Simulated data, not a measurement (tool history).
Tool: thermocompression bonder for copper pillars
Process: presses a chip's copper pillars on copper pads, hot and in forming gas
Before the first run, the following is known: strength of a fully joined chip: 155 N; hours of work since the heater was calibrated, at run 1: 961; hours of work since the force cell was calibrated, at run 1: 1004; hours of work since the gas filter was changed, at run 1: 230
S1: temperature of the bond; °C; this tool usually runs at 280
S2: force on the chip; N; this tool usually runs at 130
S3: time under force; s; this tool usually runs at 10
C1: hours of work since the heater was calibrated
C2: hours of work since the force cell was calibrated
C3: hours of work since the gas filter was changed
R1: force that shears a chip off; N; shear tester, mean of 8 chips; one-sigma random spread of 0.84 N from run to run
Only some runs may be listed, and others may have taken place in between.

| run | hour | S1 | S2 | S3 | C1 | C2 | C3 | R1 |
|---|---|---|---|---|---|---|---|---|
| 1 | 0 | 280 | 130 | 10 | 961 | 1004 | 230 | 53.1 |
| 2 | 45.5 | 280 | 130 | 10 | 985 | 1028 | 253 | 54.8 |
| 3 | 91.2 | 303 | 130 | 10 | 1009 | 1052 | 277 | 64.8 |
| 4 | 137.3 | 280 | 130 | 10 | 1033 | 1076 | 301 | 52.8 |
|  | 178.9 | heater calibrated with a thermocouple chip |
| 5 | 178.9 | 275 | 130 | 10 | 0 | 1097 | 322 | 57.6 |
| 6 | 213 | 280 | 130 | 10 | 18 | 1115 | 340 | 58.9 |
| 7 | 250.9 | 280 | 130 | 10 | 38 | 1135 | 360 | 57.9 |
|  | 292.9 | forming gas filter changed |
| 8 | 294.8 | 280 | 130 | 10 | 60 | 1157 | 1 | 64.2 |
| 9 | 331.4 | 280 | 130 | 10 | 79 | 1176 | 20 | 64.7 |
| 10 | 359 | 280 | 130 | 10 | 94 | 1191 | 35 | 65.5 |
| 11 | 404.5 | 280 | 130 | 10 | 118 | 1214 | 58 | 63.9 |
| 12 | 434.8 | 278 | 130 | 10 | 133 | 1230 | 74 | 61.2 |
| 13 | 470.2 | 280 | 130 | 10 | 152 | 1249 | 93 | 63.2 |
| 14 | 511.4 | 265 | 130 | 10 | 173 | 1270 | 114 | 54.8 |
| 15 | 538.4 | 276 | 130 | 10 | 188 | 1284 | 128 | 58.7 |
| 16 | 576.7 | 280 | 130 | 10 | 208 | 1304 | 148 | 60.7 |
| 17 | 631.9 | 280 | 130 | 10 | 236 | 1333 | 177 | 60.4 |
| 18 | 663.6 | 280 | 130 | 10 | 253 | 1350 | 194 | 59.8 |
| 19 | 727.5 | 280 | 130 | 10 | 286 | 1383 | 227 | 58.4 |
| 20 | 776.6 | 280 | 130 | 10 | 312 | 1409 | 253 | 57.9 |
| 21 | 818.8 | 280 | 130 | 10 | 334 | 1431 | 275 | 58.2 |
| 22 | 867.8 | 280 | 95 | 15 | 360 | 1457 | 300 | 55.8 |
| 23 | 904.6 | 280 | 95 | 15 | 379 | 1476 | 320 | 54.5 |
| 24 | 935.6 | 258 | 130 | 6 | 395 | 1492 | 336 | 36.7 |
| 25 | 968.1 | 258 | 130 | 6 | 412 | 1509 | 353 | 36.3 |
| 26 | 1005.5 | 280 | 83 | 23 | 432 | 1528 | 372 | 58.7 |
|  | 1021.6 | forming gas filter changed |
| 27 | 1057.7 | 280 | 83 | 23 | 459 | 1556 | 19 | 62.1 |
| 28 | 1104.1 | 280 | 83 | 23 | 483 | 1580 | 43 | 64.1 |
| 29 | 1141.6 | 295 | 177 | 8 | 502 | 1599 | 63 | 76.3 |
| 30 | 1171.2 | 270 | 109 | 10 | 518 | 1615 | 78 | 48.7 |
| 31 | 1200.3 | 288 | 130 | 16 | 533 | 1630 | 93 | 75.8 |
| 32 | 1242.2 | 280 | 190 | 10 | 555 | 1652 | 115 | 74.7 |
| 33 | 1277.5 | 274 | 190 | 8 | 573 | 1670 | 134 | 63.8 |
| 34 | 1323 | 305 | 87 | 7 | 597 | 1694 | 157 | 49.5 |
| 35 | 1368.7 | 277 | 193 | 26 | 621 | 1718 | 181 | 97.6 |
| 36 | 1410.6 | 277 | 81 | 26 | 643 | 1740 | 203 | 59 |
| 37 | 1473.8 | 296 | 89 | 10 | 676 | 1773 | 236 | 52.4 |
| 38 | 1521.4 | 280 | 165 | 15 | 701 | 1798 | 261 | 76 |
| 39 | 1570.9 | 306 | 170 | 26 | 727 | 1824 | 287 | 105.1 |
| 40 | 1624.4 | 269 | 180 | 10 | 755 | 1852 | 315 | 60.4 |

Predict each of these 3 candidate next runs independently; none follows another, all start after run 40:
| A | 1682.8 | 287 | 100 | 10 | 785 | 1882 | 345 | ? |
| B | 1682.8 | 284 | 106 | 7 | 785 | 1882 | 345 | ? |
| C | 1682.8 | 269 | 185 | 9 | 785 | 1882 | 345 | ? |

| run | R1 |
|---|---|
| A | 47.6 |
| B | 41.5 |
| C | 58 |
Without the tool's unlogged condition, the same runs would have read:
| run | R1 |
|---|---|
| A | 59.8 |
| B | 52.4 |
| C | 72.5 |

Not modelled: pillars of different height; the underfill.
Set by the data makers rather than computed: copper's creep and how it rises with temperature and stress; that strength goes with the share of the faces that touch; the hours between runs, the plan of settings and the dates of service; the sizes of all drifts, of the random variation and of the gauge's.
